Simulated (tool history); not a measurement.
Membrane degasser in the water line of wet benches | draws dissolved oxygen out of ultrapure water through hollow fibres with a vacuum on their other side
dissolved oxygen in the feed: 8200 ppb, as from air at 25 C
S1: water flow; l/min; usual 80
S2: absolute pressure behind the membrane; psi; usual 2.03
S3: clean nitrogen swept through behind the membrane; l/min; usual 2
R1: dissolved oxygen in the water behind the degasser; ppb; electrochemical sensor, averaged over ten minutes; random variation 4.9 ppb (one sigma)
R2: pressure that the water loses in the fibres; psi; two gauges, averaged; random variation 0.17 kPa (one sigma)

run,hour,S1,S2,S3,R1,R2
1,0,80,2.03,2,804.6,3.806
2,71.4,80,2.03,2,804.4,3.873
3,153.4,80,2.03,2,807.5,3.858
4,223.1,80,2.03,2,798.3,3.829
5,295.3,80,2.03,2,799,3.873
6,352.1,80,1.51,2,546.3,3.865
7,441.1,80,1.51,2,547.3,3.855
8,531,80,1.51,2,554.3,3.833
9,592.7,80,1.51,2,552,3.862
10,676.5,80,2.03,2.22,742,3.859
11,765.2,80,2.03,2,805.1,3.843
12,857,80,2.03,2,811.4,3.813
13,925.1,80,2.03,2,797.9,3.835
14,1018,80,2.03,2,797.5,3.849
15,1059.4,80,2.03,2,806.5,3.874
16,1106.7,80,2.03,2,798.6,3.825
17,1195.3,80,2.03,2,802.3,3.832
18,1248.6,50,2.03,1.01,935.7,2.413
19,1295.6,89,1.54,2,611,4.229
20,1351.6,89,1.54,2,620.1,4.239
21,1438.8,76,2.03,3.23,530.8,3.613
22,1517.3,76,2.03,3.23,527.9,3.677
23,1611.7,57,2.03,2.68,487.3,2.704
24,1701.1,117,1.32,3.98,367.9,5.598
25,1756.7,105,2.96,2.22,1359.9,5.015
26,1800.4,105,2.96,2.22,1382.8,5.031
27,1848,91,5.02,3.13,1625.2,4.383
28,1913.4,88,4.64,2,1983.3,4.215
29,1995.1,61,4.64,1.07,2324.5,2.931
30,2062.8,61,4.64,1.07,2361.8,2.938
31,2123.3,117,2.12,0.85,1833,5.556
32,2174,116,2.29,4.82,628.1,5.553
33,2214.5,116,3.64,4.82,1038.2,5.532

Taken out of this log: 1 entry between the listed runs. Where each belongs, and how the hidden state differs across it:
Between runs 26 and 27: seals of the vacuum lines changed (hour 1832.1)
  air that leaks in behind the membrane, l/min: 0.0025 -> 0.002
